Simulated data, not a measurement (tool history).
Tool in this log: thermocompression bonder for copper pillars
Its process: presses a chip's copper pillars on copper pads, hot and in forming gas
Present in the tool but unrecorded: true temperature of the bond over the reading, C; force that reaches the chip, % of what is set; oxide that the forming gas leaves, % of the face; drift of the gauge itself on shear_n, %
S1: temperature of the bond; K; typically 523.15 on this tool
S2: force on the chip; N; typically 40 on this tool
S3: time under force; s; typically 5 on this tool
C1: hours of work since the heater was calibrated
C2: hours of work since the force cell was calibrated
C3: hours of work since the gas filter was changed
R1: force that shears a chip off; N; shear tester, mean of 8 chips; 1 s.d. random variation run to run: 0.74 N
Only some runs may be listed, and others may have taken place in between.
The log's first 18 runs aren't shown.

run     day      S1  S2  S3   C1  C2   C3     R1
 19   6.825  509.15  40   5  362  24  151   37.7
 20   7.200  509.15  40   5  368  30  157   37.5
 21   7.688  509.15  40   5  376  38  165   36.5
      7.821  -- force cell calibrated, once more
 22   7.979  523.15  32  13  380   3  169   59.7
 23   8.183  523.15  29   5  383   6  172   37.0
 24   8.571  515.15  29   5  389  12  179   32.1
 25   8.925  515.15  29   5  395  18  185   31.6
 26   9.221  544.15  29   3  400  23  189   42.6
 27   9.512  496.15  36   5  405  28  194   27.7
 28   9.950  523.15  27   9  412  35  201   43.6
 29  10.321  553.15  40   4  418  41  207   71.5
 30  10.571  553.15  40   4  422  45  211   71.1
 31  10.933  553.15  46  14  428  51  217  100.8
 32  11.429  553.15  46  14  436  59  225  102.7
 33  11.842  499.15  49   3  443  66  232   35.4
 34  12.050  499.15  49   3  446  69  236   35.0
 35  12.375  523.15  40  10  451  74  241   66.2
 36  12.788  512.15  37  14  458  81  248   57.0
 37  13.038  512.15  37  14  462  85  252   58.2
 38  13.300  523.15  51   8  466  89  256   74.1
 39  13.633  498.15  51   8  472  95  261   52.1
 40  13.846  520.15  51   3  475  98  265   51.8

Below are 3 alternative next runs, each starting from the tool's condition after run 40. Predict each:
  A  14.333  520.15  27   3  483  106  273   ?
  B  14.333  520.15  51  13  483  106  273   ?
  C  14.333  541.15  51   3  483  106  273   ?

run    R1
  A  24.3
  B  81.7
  C  71.0
Without the tool's hidden state the same runs would have given:
run    R1
  A  26.1
  B  87.0
  C  75.7
